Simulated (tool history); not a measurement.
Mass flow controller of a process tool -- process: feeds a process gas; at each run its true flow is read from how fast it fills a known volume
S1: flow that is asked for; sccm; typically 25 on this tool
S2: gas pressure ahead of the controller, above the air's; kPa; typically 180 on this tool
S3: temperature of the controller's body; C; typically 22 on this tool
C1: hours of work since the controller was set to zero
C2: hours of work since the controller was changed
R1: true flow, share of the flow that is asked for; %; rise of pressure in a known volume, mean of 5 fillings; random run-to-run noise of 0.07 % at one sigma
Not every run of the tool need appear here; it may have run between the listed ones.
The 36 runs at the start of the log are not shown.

| run | hour | S1 | S2 | S3 | C1 | C2 | R1 |
|---|---|---|---|---|---|---|---|
| 37 | 4345.0 | 12 | 204 | 21 | 2285 | 8917 | 94.88 |
| 38 | 4475.7 | 36 | 250 | 24 | 2384 | 9017 | 97.67 |
| 39 | 4583.9 | 23 | 180 | 30 | 2467 | 9099 | 96.32 |
| 40 | 4669.6 | 5 | 217 | 22 | 2532 | 9165 | 91.37 |
| 41 | 4767.3 | 9 | 166 | 38 | 2607 | 9239 | 94.14 |
| 42 | 4908.4 | 9 | 166 | 38 | 2714 | 9347 | 94.00 |
| 43 | 5046.7 | 9 | 166 | 38 | 2820 | 9452 | 93.79 |
| 44 | 5153.2 | 21 | 157 | 38 | 2901 | 9533 | 96.20 |
| 45 | 5258.9 | 11 | 275 | 36 | 2982 | 9614 | 94.87 |
| 46 | 5411.8 | 7 | 275 | 20 | 3099 | 9731 | 92.17 |
| 47 | 5529.3 | 7 | 275 | 20 | 3188 | 9820 | 92.11 |

Alternative continuations, all from the tool just after run 47; predict every row:
| A | 5604.2 | 8 | 206 | 24 | 3245 | 9878 | ? |
| B | 5604.2 | 5 | 276 | 20 | 3245 | 9878 | ? |
| C | 5604.2 | 7 | 275 | 25 | 3245 | 9878 | ? |
| D | 5604.2 | 5 | 180 | 32 | 3245 | 9878 | ? |
| E | 5604.2 | 7 | 224 | 20 | 3245 | 9878 | ? |

| run | R1 |
|---|---|
| A | 92.52 |
| B | 90.07 |
| C | 92.19 |
| D | 90.01 |
| E | 91.85 |
What these runs would have given with no unlogged condition in the tool:
| run | R1 |
|---|---|
| A | 98.18 |
| B | 98.22 |
| C | 98.43 |
| D | 98.16 |
| E | 98.10 |

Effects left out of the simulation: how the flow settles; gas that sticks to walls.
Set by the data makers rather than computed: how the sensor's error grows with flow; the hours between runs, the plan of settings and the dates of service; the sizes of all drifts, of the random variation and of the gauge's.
